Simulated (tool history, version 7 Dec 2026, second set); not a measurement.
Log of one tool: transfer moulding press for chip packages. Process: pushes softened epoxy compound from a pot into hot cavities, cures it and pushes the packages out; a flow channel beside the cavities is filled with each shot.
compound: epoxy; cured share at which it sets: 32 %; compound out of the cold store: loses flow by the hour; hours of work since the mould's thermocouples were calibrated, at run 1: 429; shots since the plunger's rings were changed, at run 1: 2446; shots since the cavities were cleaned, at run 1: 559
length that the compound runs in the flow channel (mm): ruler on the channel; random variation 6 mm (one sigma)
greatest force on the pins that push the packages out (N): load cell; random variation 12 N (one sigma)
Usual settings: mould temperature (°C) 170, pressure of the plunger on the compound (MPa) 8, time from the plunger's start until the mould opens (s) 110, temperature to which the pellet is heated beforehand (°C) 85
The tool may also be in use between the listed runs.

run,hour,mould temperature (°C),pressure of the plunger on the compound (MPa),time from the plunger's start until the mould opens (s),temperature to which the pellet is heated beforehand (°C),hours of work since the mould's thermocouples were calibrated,shots since the plunger's rings were changed,shots since the cavities were cleaned,incoming compound's hours out of the cold store,length that the compound runs in the flow channel (mm),greatest force on the pins that push the packages out (N)
1,0,170,8,110,85,429,2446,559,46.6,747,867
# hour 34.6: cavities cleaned with cleaning compound and waxed
2,80.9,170,8,110,85,489,3383,546,42.4,755,863
# hour 118.4: cavities cleaned with cleaning compound and waxed
# hour 132.8: plunger's sealing rings changed
3,167.9,166,8,110,85,552,414,555,37.1,822,1122
# hour 203.4: cavities cleaned with cleaning compound and waxed
4,229.2,166,6.54,110,85,597,1121,305,42.4,719,985
# hour 281.8: mould's thermocouples calibrated
# hour 290.5: cavities cleaned with cleaning compound and waxed
5,290.5,170,8,110,85,5,1803,0,20.6,867,581
6,332,170,8,110,85,37,2293,490,41.8,770,809
# hour 373.6: cavities cleaned with cleaning compound and waxed
7,399.2,170,8,110,85,87,3069,303,9.6,921,832
8,451.6,176,8,110,78,126,3688,922,34.1,764,817
# hour 460.5: cavities cleaned with cleaning compound and waxed
# hour 474.6: plunger's sealing rings changed
9,526.8,173,9.1,110,85,180,617,754,45.4,805,822
# hour 547.5: cavities cleaned with cleaning compound and waxed
10,587,173,9.1,110,93,225,1309,466,27.2,901,774

Hidden state or all else? Some run-to-run changes of length that the compound runs in the flow channel (mm), split into what the settings, what came in and random variation would give without the hidden state, and what is left for the hidden state (with any gauge scatter that isn't in both results):
The hidden state here: true mould temperature over the reading, C; pressure that reaches the compound, % of what is set; grip of the stained cavities, % over clean ones'; drift of the gauge itself on flow_mm, %; drift of the gauge itself on push_out_n, %.
Run 7 -> 8: mould temperature (°C) 170 -> 176, temperature to which the pellet is heated beforehand (°C) 85 -> 78. length that the compound runs in the flow channel (mm) -157: hidden state +0, all else -157.
Run 8 -> 9: mould temperature (°C) 176 -> 173, pressure of the plunger on the compound (MPa) 8 -> 9.1, temperature to which the pellet is heated beforehand (°C) 78 -> 85, cavities cleaned with cleaning compound and waxed, plunger's sealing rings changed. length that the compound runs in the flow channel (mm) +41: hidden state +36, all else +5.
